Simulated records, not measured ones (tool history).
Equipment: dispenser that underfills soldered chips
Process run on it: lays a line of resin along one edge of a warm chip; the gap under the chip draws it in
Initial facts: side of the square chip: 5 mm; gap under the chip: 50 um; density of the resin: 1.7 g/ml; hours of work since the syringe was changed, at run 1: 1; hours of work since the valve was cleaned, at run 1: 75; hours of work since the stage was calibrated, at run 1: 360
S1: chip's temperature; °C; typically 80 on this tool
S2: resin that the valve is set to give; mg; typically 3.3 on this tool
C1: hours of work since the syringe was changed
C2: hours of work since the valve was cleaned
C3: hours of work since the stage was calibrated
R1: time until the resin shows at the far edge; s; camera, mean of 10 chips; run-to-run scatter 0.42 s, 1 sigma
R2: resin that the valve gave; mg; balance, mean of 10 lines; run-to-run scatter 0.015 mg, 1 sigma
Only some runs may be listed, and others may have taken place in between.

run 1 hour=0 | S1=80 S2=3.3 | C1=1 C2=75 C3=360 | R1=30.3 R2=3.09
-- hour=7.5 new syringe of resin
run 2 hour=11.7 | S1=80 S2=3.3 | C1=3 C2=84 C3=368 | R1=34 R2=3.03
-- hour=17.3 new syringe of resin
run 3 hour=18 | S1=80 S2=3.3 | C1=0 C2=88 C3=373 | R1=28 R2=3.03
-- hour=21.9 dispensing valve cleaned and set on the balance
-- hour=27.7 new syringe of resin
run 4 hour=29.8 | S1=80 S2=2.89 | C1=2 C2=6 C3=380 | R1=30.9 R2=2.87
-- hour=37.3 new syringe of resin
run 5 hour=37.3 | S1=80 S2=2.89 | C1=0 C2=11 C3=386 | R1=28.1 R2=2.85
-- hour=46.6 new syringe of resin
run 6 hour=47.2 | S1=68 S2=3.3 | C1=0 C2=18 C3=393 | R1=41 R2=3.25
run 7 hour=55.4 | S1=68 S2=3.3 | C1=7 C2=24 C3=399 | R1=63 R2=3.22
-- hour=56.3 new syringe of resin
-- hour=65.6 new syringe of resin
run 8 hour=66.9 | S1=68 S2=4.17 | C1=1 C2=32 C3=407 | R1=41.6 R2=4.04
-- hour=75.4 new syringe of resin
run 9 hour=79.2 | S1=68 S2=4.17 | C1=3 C2=41 C3=416 | R1=46.6 R2=4.01
-- hour=85.1 new syringe of resin
run 10 hour=88.4 | S1=68 S2=3.17 | C1=2 C2=48 C3=422 | R1=48.9 R2=3.03
-- hour=94.7 new syringe of resin
run 11 hour=94.7 | S1=68 S2=3.17 | C1=0 C2=52 C3=427 | R1=39 R2=3.02
-- hour=104.2 new syringe of resin
run 12 hour=107 | S1=68 S2=3.17 | C1=2 C2=61 C3=436 | R1=46.4 R2=3.01
-- hour=113.9 new syringe of resin
run 13 hour=115.9 | S1=68 S2=3.17 | C1=1 C2=67 C3=442 | R1=43.4 R2=2.95
-- hour=123.4 new syringe of resin
run 14 hour=125.6 | S1=68 S2=3.17 | C1=2 C2=74 C3=449 | R1=45.3 R2=2.95
-- hour=132.8 new syringe of resin
run 15 hour=135.1 | S1=68 S2=3.17 | C1=2 C2=81 C3=456 | R1=44 R2=2.93
-- hour=142.6 new syringe of resin
run 16 hour=143.2 | S1=76 S2=3.1 | C1=0 C2=87 C3=462 | R1=31.7 R2=2.84
-- hour=149.8 dispensing valve cleaned and set on the balance
run 17 hour=152.4 | S1=91 S2=3.1 | C1=7 C2=2 C3=468 | R1=31.8 R2=3.09
-- hour=153.5 new syringe of resin
run 18 hour=161.2 | S1=83 S2=3.16 | C1=6 C2=8 C3=474 | R1=37.3 R2=3.13
-- hour=163.1 new syringe of resin
-- hour=172.6 new syringe of resin
run 19 hour=173.1 | S1=66 S2=4.16 | C1=0 C2=17 C3=482 | R1=40.5 R2=4.11
run 20 hour=181.3 | S1=66 S2=4.16 | C1=6 C2=23 C3=488 | R1=63.3 R2=4.05
-- hour=182.1 new syringe of resin
run 21 hour=188.1 | S1=76 S2=3.92 | C1=4 C2=27 C3=493 | R1=42 R2=3.81
-- hour=191.5 new syringe of resin
run 22 hour=197.6 | S1=76 S2=3.92 | C1=4 C2=34 C3=500 | R1=40.1 R2=3.8
-- hour=200.7 new syringe of resin
run 23 hour=207.3 | S1=79 S2=3.55 | C1=5 C2=41 C3=507 | R1=39.2 R2=3.41
-- hour=210.4 new syringe of resin
run 24 hour=218.1 | S1=79 S2=3.55 | C1=6 C2=49 C3=515 | R1=42.9 R2=3.39
-- hour=219.7 new syringe of resin
-- hour=228.9 new syringe of resin
run 25 hour=229.3 | S1=72 S2=3.58 | C1=0 C2=57 C3=523 | R1=34.1 R2=3.4
-- hour=238.3 new syringe of resin
run 26 hour=240.9 | S1=72 S2=3.58 | C1=2 C2=65 C3=531 | R1=37.6 R2=3.36
-- hour=245.1 stage's temperature calibrated
-- hour=248.8 new syringe of resin
run 27 hour=249.4 | S1=69 S2=2.93 | C1=0 C2=70 C3=3 | R1=43.6 R2=2.72
run 28 hour=256.8 | S1=75 S2=3.02 | C1=6 C2=76 C3=8 | R1=53.2 R2=2.81
-- hour=258.6 new syringe of resin
run 29 hour=262.8 | S1=77 S2=4.17 | C1=3 C2=80 C3=13 | R1=38.6 R2=3.85

5 options for the next run, each taken on its own from the tool as it stands now. Forecast them:
-- hour=267.9 new syringe of resin
run A hour=271.4 | S1=69 S2=3.46 | C1=3 C2=86 C3=19 | R1=? R2=?
-- hour=267.9 new syringe of resin
run B hour=271.4 | S1=87 S2=3.78 | C1=3 C2=86 C3=19 | R1=? R2=?
-- hour=267.9 new syringe of resin
run C hour=271.4 | S1=80 S2=3.67 | C1=3 C2=86 C3=19 | R1=? R2=?
-- hour=267.9 new syringe of resin
run D hour=271.4 | S1=80 S2=3.1 | C1=3 C2=86 C3=19 | R1=? R2=?
-- hour=267.9 new syringe of resin
run E hour=271.4 | S1=90 S2=3.93 | C1=3 C2=86 C3=19 | R1=? R2=?

run=A R1=49.5 R2=3.17
run=B R1=28.6 R2=3.47
run=C R1=35.9 R2=3.36
run=D R1=35.8 R2=2.85
run=E R1=26.4 R2=3.62
Without the tool's unlogged condition, the same runs would have read:
run=A R1=40.6 R2=3.45
run=B R1=23.6 R2=3.77
run=C R1=29.6 R2=3.66
run=D R1=29 R2=3.1
run=E R1=21.8 R2=3.94

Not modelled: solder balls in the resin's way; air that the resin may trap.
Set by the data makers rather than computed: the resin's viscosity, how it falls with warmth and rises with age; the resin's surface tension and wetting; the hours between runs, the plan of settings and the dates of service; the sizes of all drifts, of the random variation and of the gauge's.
